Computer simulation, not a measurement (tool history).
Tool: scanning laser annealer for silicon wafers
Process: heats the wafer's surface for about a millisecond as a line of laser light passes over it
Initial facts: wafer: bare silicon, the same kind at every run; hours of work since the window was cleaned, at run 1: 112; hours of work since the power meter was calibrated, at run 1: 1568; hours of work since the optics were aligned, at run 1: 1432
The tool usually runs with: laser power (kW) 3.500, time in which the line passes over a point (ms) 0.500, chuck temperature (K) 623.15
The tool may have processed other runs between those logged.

run   hour  laser power (kW)  time in which the line passes over a point (ms)  chuck temperature (K)  hours of work since the window was cleaned  hours of work since the power meter was calibrated  hours of work since the optics were aligned  highest temperature of the surface (K)
  1    0.0             3.500                                            0.500                 623.15                                         112                                                1568                                         1432                                 1302.15
  2   55.5             3.500                                            0.500                 623.15                                         152                                                1608                                         1472                                 1299.15
  3  108.6             3.500                                            0.500                 623.15                                         190                                                1646                                         1510                                 1298.15
  4  143.2             3.500                                            0.500                 623.15                                         215                                                1671                                         1535                                 1296.15
     151.5  -- window over the wafer cleaned
     156.5  -- optics aligned, line set to its width
  5  195.4             3.500                                            0.500                 623.15                                          28                                                1703                                           28                                 1317.15
  6  256.9             3.500                                            0.375                 637.15                                          72                                                1747                                           72                                 1235.15

Run 7 comes next. What will it give?
     278.4  -- window over the wafer cleaned, once more
  7  312.1             2.977                                            0.467                 623.15                                          24                                                1785                                          110                                       ?

{"run 7": {"highest temperature of the surface (K)": 1169.15}}
Take away the tool's hidden state, keep the run-to-run variation as it was, and the same run would have given highest temperature of the surface (K) 1174.15.
